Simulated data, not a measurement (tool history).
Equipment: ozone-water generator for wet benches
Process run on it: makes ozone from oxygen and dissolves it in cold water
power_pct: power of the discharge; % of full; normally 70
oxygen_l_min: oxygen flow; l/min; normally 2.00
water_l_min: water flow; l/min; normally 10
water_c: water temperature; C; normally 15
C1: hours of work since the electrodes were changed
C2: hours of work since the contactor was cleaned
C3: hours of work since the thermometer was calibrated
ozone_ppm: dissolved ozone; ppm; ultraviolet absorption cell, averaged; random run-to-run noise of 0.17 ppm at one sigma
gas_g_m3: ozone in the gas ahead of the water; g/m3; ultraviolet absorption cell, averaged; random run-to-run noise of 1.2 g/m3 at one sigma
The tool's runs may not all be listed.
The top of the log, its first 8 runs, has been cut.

{"run": 9, "hour": 292.6, "power_pct": 70, "oxygen_l_min": 2.0, "water_l_min": 10, "water_c": 15, "C1": 676, "C2": 1162, "C3": 1029, "ozone_ppm": 23.0, "gas_g_m3": 216.5}
{"run": 10, "hour": 334.6, "power_pct": 70, "oxygen_l_min": 2.0, "water_l_min": 10, "water_c": 15, "C1": 704, "C2": 1190, "C3": 1057, "ozone_ppm": 23.1, "gas_g_m3": 215.2}
{"hour": 342.0, "done": "contactor cleaned"}
{"run": 11, "hour": 362.1, "power_pct": 70, "oxygen_l_min": 2.0, "water_l_min": 10, "water_c": 15, "C1": 720, "C2": 13, "C3": 1073, "ozone_ppm": 22.7, "gas_g_m3": 216.6}
{"run": 12, "hour": 390.5, "power_pct": 70, "oxygen_l_min": 2.0, "water_l_min": 10, "water_c": 15, "C1": 739, "C2": 32, "C3": 1092, "ozone_ppm": 23.0, "gas_g_m3": 213.3}
{"run": 13, "hour": 423.6, "power_pct": 70, "oxygen_l_min": 2.0, "water_l_min": 10, "water_c": 15, "C1": 761, "C2": 55, "C3": 1114, "ozone_ppm": 22.8, "gas_g_m3": 213.6}
{"run": 14, "hour": 469.9, "power_pct": 70, "oxygen_l_min": 2.0, "water_l_min": 10, "water_c": 15, "C1": 792, "C2": 86, "C3": 1145, "ozone_ppm": 22.4, "gas_g_m3": 214.6}
{"run": 15, "hour": 493.6, "power_pct": 70, "oxygen_l_min": 2.0, "water_l_min": 10, "water_c": 15, "C1": 808, "C2": 102, "C3": 1161, "ozone_ppm": 22.6, "gas_g_m3": 213.5}
{"run": 16, "hour": 534.7, "power_pct": 70, "oxygen_l_min": 2.0, "water_l_min": 15, "water_c": 15, "C1": 835, "C2": 129, "C3": 1189, "ozone_ppm": 15.4, "gas_g_m3": 214.2}
{"run": 17, "hour": 576.1, "power_pct": 70, "oxygen_l_min": 2.0, "water_l_min": 10, "water_c": 15, "C1": 863, "C2": 157, "C3": 1216, "ozone_ppm": 22.5, "gas_g_m3": 214.5}
{"run": 18, "hour": 613.5, "power_pct": 70, "oxygen_l_min": 2.0, "water_l_min": 10, "water_c": 15, "C1": 888, "C2": 182, "C3": 1241, "ozone_ppm": 22.3, "gas_g_m3": 214.2}
{"hour": 624.0, "done": "contactor cleaned, once more"}
{"run": 19, "hour": 653.4, "power_pct": 70, "oxygen_l_min": 2.0, "water_l_min": 10, "water_c": 15, "C1": 912, "C2": 20, "C3": 1265, "ozone_ppm": 23.2, "gas_g_m3": 212.9}
{"run": 20, "hour": 680.9, "power_pct": 70, "oxygen_l_min": 2.0, "water_l_min": 10, "water_c": 15, "C1": 931, "C2": 38, "C3": 1284, "ozone_ppm": 23.0, "gas_g_m3": 213.6}
{"run": 21, "hour": 720.1, "power_pct": 83, "oxygen_l_min": 2.0, "water_l_min": 6, "water_c": 15, "C1": 957, "C2": 64, "C3": 1310, "ozone_ppm": 37.3, "gas_g_m3": 237.7}
{"run": 22, "hour": 757.0, "power_pct": 72, "oxygen_l_min": 2.0, "water_l_min": 12, "water_c": 15, "C1": 982, "C2": 89, "C3": 1335, "ozone_ppm": 19.7, "gas_g_m3": 218.4}
{"run": 23, "hour": 791.8, "power_pct": 72, "oxygen_l_min": 2.0, "water_l_min": 13, "water_c": 21, "C1": 1005, "C2": 112, "C3": 1358, "ozone_ppm": 17.4, "gas_g_m3": 218.7}
{"run": 24, "hour": 820.8, "power_pct": 70, "oxygen_l_min": 1.74, "water_l_min": 10, "water_c": 15, "C1": 1024, "C2": 132, "C3": 1378, "ozone_ppm": 22.2, "gas_g_m3": 226.9}
{"run": 25, "hour": 868.7, "power_pct": 70, "oxygen_l_min": 1.74, "water_l_min": 10, "water_c": 15, "C1": 1056, "C2": 164, "C3": 1410, "ozone_ppm": 22.3, "gas_g_m3": 227.7}
{"run": 26, "hour": 894.0, "power_pct": 95, "oxygen_l_min": 3.3, "water_l_min": 10, "water_c": 15, "C1": 1073, "C2": 181, "C3": 1427, "ozone_ppm": 30.2, "gas_g_m3": 210.0}
{"run": 27, "hour": 938.0, "power_pct": 62, "oxygen_l_min": 2.81, "water_l_min": 12, "water_c": 7, "C1": 1103, "C2": 210, "C3": 1456, "ozone_ppm": 21.4, "gas_g_m3": 170.1}
{"run": 28, "hour": 972.5, "power_pct": 62, "oxygen_l_min": 2.81, "water_l_min": 7, "water_c": 7, "C1": 1126, "C2": 233, "C3": 1479, "ozone_ppm": 32.6, "gas_g_m3": 169.8}
{"run": 29, "hour": 993.9, "power_pct": 62, "oxygen_l_min": 2.81, "water_l_min": 7, "water_c": 7, "C1": 1140, "C2": 248, "C3": 1494, "ozone_ppm": 32.4, "gas_g_m3": 170.4}
{"run": 30, "hour": 1033.6, "power_pct": 62, "oxygen_l_min": 2.81, "water_l_min": 7, "water_c": 7, "C1": 1167, "C2": 274, "C3": 1520, "ozone_ppm": 32.8, "gas_g_m3": 171.1}

Expected results for the next run?
{"run": 31, "hour": 1058.0, "power_pct": 62, "oxygen_l_min": 2.81, "water_l_min": 7, "water_c": 7, "C1": 1183, "C2": 291, "C3": 1537, "ozone_ppm": "?", "gas_g_m3": "?"}

{"run 31": {"ozone_ppm": 33.0, "gas_g_m3": 169.6}}
Minus the tool's unlogged condition, the same run would have read ozone_ppm 33.7 ppm, gas_g_m3 172.6 g/m3.
